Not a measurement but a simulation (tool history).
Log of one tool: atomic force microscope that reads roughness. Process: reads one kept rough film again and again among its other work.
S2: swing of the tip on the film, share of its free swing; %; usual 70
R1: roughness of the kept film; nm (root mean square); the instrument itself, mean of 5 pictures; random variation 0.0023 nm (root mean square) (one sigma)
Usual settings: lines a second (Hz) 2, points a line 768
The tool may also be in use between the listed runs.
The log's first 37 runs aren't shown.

Run 38, hour 1669.4: usual settings but lines a second (Hz) 1.37, S2 57 %. Result: R1 0.867 nm (root mean square).
At hour 1714.1: new tip fitted.
Run 39, hour 1726.7: usual settings but lines a second (Hz) 1.37, S2 57 %. Result: R1 0.868 nm (root mean square).
Run 40, hour 1787.5: usual settings but lines a second (Hz) 1.37, S2 57 %. Result: R1 0.866 nm (root mean square).
Run 41, hour 1845.8: usual settings but lines a second (Hz) 1.09, S2 57 %, points a line 442. Result: R1 0.869 nm (root mean square).
Run 42, hour 1881.7: usual settings but S2 90 %, points a line 593. Result: R1 0.762 nm (root mean square).
Run 43, hour 1910.3: usual settings but lines a second (Hz) 0.61, points a line 427. Result: R1 0.867 nm (root mean square).
Run 44, hour 1945.7: usual settings but lines a second (Hz) 0.61, points a line 427. Result: R1 0.867 nm (root mean square).
Run 45, hour 1978.9: usual settings but lines a second (Hz) 0.61, points a line 427. Result: R1 0.867 nm (root mean square).
At hour 2000: new tip fitted.
Run 46, hour 2022.4: usual settings but lines a second (Hz) 3.09, S2 75 %, points a line 819. Result: R1 0.79 nm (root mean square).
At hour 2028.7: height scale calibrated on a step standard.
Run 47, hour 2082.4: usual settings but lines a second (Hz) 3.09, S2 75 %, points a line 819. Result: R1 0.79 nm (root mean square).
Run 48, hour 2120.7: usual settings but lines a second (Hz) 3.09, S2 56 %, points a line 933. Result: R1 0.851 nm (root mean square).
Run 49, hour 2158.5: usual settings but lines a second (Hz) 3.09, S2 56 %, points a line 933. Result: R1 0.85 nm (root mean square).
Run 50, hour 2187.7: usual settings but lines a second (Hz) 0.81, S2 64 %. Result: R1 0.868 nm (root mean square).

5 ways to go on from here, each from the tool as it stands after run 50. What would each give?
Run A, hour 2232.6: usual settings but lines a second (Hz) 2.23. Result: R1 ?.
Run B, hour 2232.6: usual settings but lines a second (Hz) 3.33, points a line 307. Result: R1 ?.
Run C, hour 2232.6: usual settings but points a line 736. Result: R1 ?.
Run D, hour 2232.6: usual settings but lines a second (Hz) 0.68. Result: R1 ?.
Run E, hour 2232.6: usual settings but lines a second (Hz) 0.81, S2 63 %, points a line 299. Result: R1 ?.

run     R1
  A  0.832
  B  0.803
  C  0.836
  D  0.868
  E  0.871
Without the tool's hidden state the same runs would have given:
run     R1
  A  0.832
  B  0.803
  C  0.836
  D  0.869
  E  0.872
